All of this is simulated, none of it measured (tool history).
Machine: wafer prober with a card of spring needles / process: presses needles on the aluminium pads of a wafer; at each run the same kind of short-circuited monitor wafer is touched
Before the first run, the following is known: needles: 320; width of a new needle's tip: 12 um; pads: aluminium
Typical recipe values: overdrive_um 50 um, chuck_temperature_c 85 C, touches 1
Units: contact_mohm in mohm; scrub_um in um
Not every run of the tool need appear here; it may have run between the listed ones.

| run | hour | overdrive_um | chuck_temperature_c | touches | contact_mohm | scrub_um |
|---|---|---|---|---|---|---|
| 1 | 0.0 | 50 | 85 | 1 | 306 | 10.64 |
|  | 5.3 | tips cleaned on abrasive film |
|  | 14.7 | tips cleaned on abrasive film |
|  | 24.0 | tips cleaned on abrasive film |
| 2 | 24.0 | 50 | 85 | 1 | 268 | 10.59 |
|  | 33.1 | tips cleaned on abrasive film |
| 3 | 38.5 | 50 | 85 | 1 | 334 | 10.52 |
|  | 42.2 | tips cleaned on abrasive film |
|  | 51.3 | tips cleaned on abrasive film |
|  | 60.1 | tips cleaned on abrasive film |
| 4 | 63.9 | 50 | 85 | 1 | 321 | 10.22 |
|  | 69.0 | tips cleaned on abrasive film |
|  | 78.2 | tips cleaned on abrasive film |
| 5 | 78.3 | 50 | 117 | 1 | 277 | 10.42 |
|  | 87.7 | tips cleaned on abrasive film |
|  | 97.2 | tips cleaned on abrasive film |
| 6 | 102.8 | 49 | 85 | 1 | 337 | 10.11 |
|  | 106.7 | tips cleaned on abrasive film |
|  | 116.4 | tips cleaned on abrasive film |
|  | 116.7 | height of the first contact set anew |
|  | 125.0 | tips cleaned on abrasive film |
|  | 134.6 | tips cleaned on abrasive film |
| 7 | 136.3 | 49 | 85 | 1 | 308 | 10.96 |
|  | 143.1 | tips cleaned on abrasive film |
|  | 152.4 | tips cleaned on abrasive film |
|  | 161.9 | tips cleaned on abrasive film |
| 8 | 166.9 | 50 | 85 | 1 | 326 | 10.97 |
|  | 170.8 | tips cleaned on abrasive film |
|  | 180.0 | tips cleaned on abrasive film |
|  | 189.0 | tips cleaned on abrasive film |
| 9 | 189.0 | 50 | 85 | 1 | 272 | 10.92 |
|  | 197.7 | tips cleaned on abrasive film |
| 10 | 204.3 | 50 | 85 | 1 | 337 | 10.80 |
|  | 206.3 | tips cleaned on abrasive film |
|  | 215.3 | tips cleaned on abrasive film |
|  | 223.9 | tips cleaned on abrasive film |
|  | 232.1 | tips cleaned on abrasive film |
| 11 | 232.1 | 50 | 85 | 1 | 267 | 10.81 |
|  | 241.2 | tips cleaned on abrasive film |
|  | 248.9 | tips cleaned on abrasive film |
| 12 | 248.9 | 50 | 85 | 1 | 267 | 10.77 |
|  | 258.1 | tips cleaned on abrasive film |
|  | 267.6 | tips cleaned on abrasive film |
|  | 275.3 | tips cleaned on abrasive film |
| 13 | 276.0 | 50 | 85 | 1 | 290 | 10.69 |
|  | 283.7 | tips cleaned on abrasive film |
|  | 292.5 | tips cleaned on abrasive film |
|  | 300.7 | tips cleaned on abrasive film |
| 14 | 306.0 | 50 | 85 | 2 | 309 | 10.62 |
|  | 309.6 | tips cleaned on abrasive film |
|  | 318.9 | tips cleaned on abrasive film |
|  | 327.2 | tips cleaned on abrasive film |
| 15 | 328.4 | 50 | 85 | 2 | 283 | 10.50 |
|  | 336.0 | tips cleaned on abrasive film |
|  | 345.0 | tips cleaned on abrasive film |
|  | 354.2 | tips cleaned on abrasive film |
| 16 | 361.1 | 46 | 78 | 2 | 321 | 9.55 |
|  | 363.1 | tips cleaned on abrasive film |
|  | 372.6 | tips cleaned on abrasive film |
| 17 | 378.6 | 34 | 44 | 2 | 372 | 6.70 |
|  | 380.6 | tips cleaned on abrasive film |
|  | 389.3 | tips cleaned on abrasive film |
|  | 398.2 | tips cleaned on abrasive film |
|  | 401.9 | height of the first contact set anew |
|  | 407.4 | tips cleaned on abrasive film |
| 18 | 411.5 | 63 | 85 | 2 | 286 | 13.89 |
|  | 415.3 | tips cleaned on abrasive film |
|  | 424.6 | tips cleaned on abrasive film |
| 19 | 428.7 | 50 | 61 | 2 | 302 | 11.07 |
|  | 432.6 | tips cleaned on abrasive film |
|  | 440.7 | tips cleaned on abrasive film |
| 20 | 442.3 | 50 | 61 | 2 | 280 | 10.96 |
|  | 449.7 | tips cleaned on abrasive film |
|  | 459.3 | tips cleaned on abrasive film |
| 21 | 464.0 | 63 | 48 | 3 | 273 | 13.93 |
|  | 467.9 | tips cleaned on abrasive film |
|  | 477.5 | tips cleaned on abrasive film |
|  | 487.2 | tips cleaned on abrasive film |
| 22 | 492.3 | 50 | 85 | 1 | 339 | 11.01 |
|  | 495.9 | tips cleaned on abrasive film |
|  | 505.0 | tips cleaned on abrasive film |
|  | 514.1 | tips cleaned on abrasive film |
| 23 | 518.4 | 70 | 75 | 1 | 297 | 15.34 |
|  | 522.3 | tips cleaned on abrasive film |
|  | 531.4 | tips cleaned on abrasive film |
|  | 540.2 | tips cleaned on abrasive film |
| 24 | 541.3 | 41 | 109 | 1 | 324 | 8.89 |
|  | 548.5 | tips cleaned on abrasive film |
|  | 556.7 | tips cleaned on abrasive film |
|  | 566.4 | tips cleaned on abrasive film |
| 25 | 567.7 | 41 | 109 | 1 | 336 | 8.67 |
|  | 575.4 | tips cleaned on abrasive film |
| 26 | 582.1 | 53 | 96 | 1 | 346 | 11.26 |
|  | 583.7 | tips cleaned on abrasive film |
|  | 592.2 | tips cleaned on abrasive film |
| 27 | 599.1 | 53 | 96 | 1 | 353 | 11.17 |

What will run 28 give?
|  | 600.7 | tips cleaned on abrasive film |
|  | 610.0 | tips cleaned on abrasive film |
| 28 | 613.6 | 50 | 35 | 2 | ? | ? |

contact_mohm: 303 mohm
scrub_um: 10.50 um
Without the tool's hidden state the same run would have given contact_mohm 250 mohm, scrub_um 11.11 um.
